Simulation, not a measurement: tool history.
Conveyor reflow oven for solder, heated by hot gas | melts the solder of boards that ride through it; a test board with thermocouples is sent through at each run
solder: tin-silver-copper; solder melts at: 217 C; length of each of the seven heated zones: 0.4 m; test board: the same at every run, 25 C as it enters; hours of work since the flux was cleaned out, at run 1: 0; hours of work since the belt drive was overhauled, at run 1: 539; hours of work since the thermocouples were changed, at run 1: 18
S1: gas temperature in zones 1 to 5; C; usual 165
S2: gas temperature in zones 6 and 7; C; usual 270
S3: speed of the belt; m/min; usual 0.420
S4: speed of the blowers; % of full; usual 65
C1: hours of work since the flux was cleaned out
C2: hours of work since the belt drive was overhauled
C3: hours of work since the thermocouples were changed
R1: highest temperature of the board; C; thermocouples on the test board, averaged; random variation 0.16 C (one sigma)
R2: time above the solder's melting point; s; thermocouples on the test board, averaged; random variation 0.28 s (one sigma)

run	day	S1	S2	S3	S4	C1	C2	C3	R1	R2
1	0.000	165	270	0.420	65	0	539	18	258.4	90.1
2	0.738	165	270	0.420	65	9	549	27	258.3	90.6
3	1.604	165	270	0.420	79	20	560	38	261.4	94.0
4	2.788	165	280	0.420	65	35	574	53	267.8	97.5
5	3.583	165	280	0.420	65	45	584	63	267.7	97.2
6	4.338	165	280	0.420	65	54	594	72	267.5	97.5
7	5.246	165	280	0.420	65	66	605	84	267.9	97.3
8	6.600	165	280	0.420	65	83	622	101	267.8	97.0
9	7.688	165	270	0.420	65	97	636	115	258.6	89.9
10	8.338	165	270	0.420	77	105	644	123	261.1	92.9
11	9.492	165	275	0.420	50	119	659	137	258.7	88.9
# day 9.792: flux residue cleaned out of gas plates and filters
12	10.729	165	259	0.435	83	12	672	150	250.1	80.9
13	11.975	165	281	0.435	74	27	687	166	269.3	94.9
14	13.254	176	260	0.361	74	43	703	182	254.5	110.4
15	14.462	176	261	0.361	63	59	718	197	254.0	108.1
16	15.396	165	270	0.450	65	70	730	209	255.9	81.2
17	16.042	177	270	0.420	89	78	738	217	262.9	100.0
18	16.662	177	270	0.420	89	86	746	225	262.5	100.7
# day 17.038: flux residue cleaned out of gas plates and filters, once more
19	17.579	175	270	0.420	70	7	755	234	260.8	97.9
20	18.671	165	272	0.420	51	20	769	247	256.7	87.3

Hidden state or all else? Some run-to-run changes of R1, split into what the settings, what came in and random variation would give without the hidden state, and what is left for the hidden state (with any gauge scatter that isn't in both results):
The hidden state here: heat that the gas passes to the board, % of a clean oven's; belt's true speed, % of the reading; true gas temperature in zones 6 and 7 over the reading, C; drift of the gauge itself on peak_c, C; drift of the gauge itself on liquid_s, %.
Run 12 -> 13: S2 259 -> 281, S4 83 -> 74. R1 +19.2 C: hidden state -0.1, all else +19.3.
Run 13 -> 14: S1 165 -> 176, S2 281 -> 260, S3 0.435 -> 0.361. R1 -14.8 C: hidden state +0.2, all else -15.0.
Run 15 -> 16: S1 176 -> 165, S2 261 -> 270, S3 0.361 -> 0.450, S4 63 -> 65. R1 +1.9 C: hidden state -0.4, all else +2.3.
Run 18 -> 19: S1 177 -> 175, S4 89 -> 70, flux residue cleaned out of gas plates and filters, once more. R1 -1.7 C: hidden state +0.8, all else -2.5.
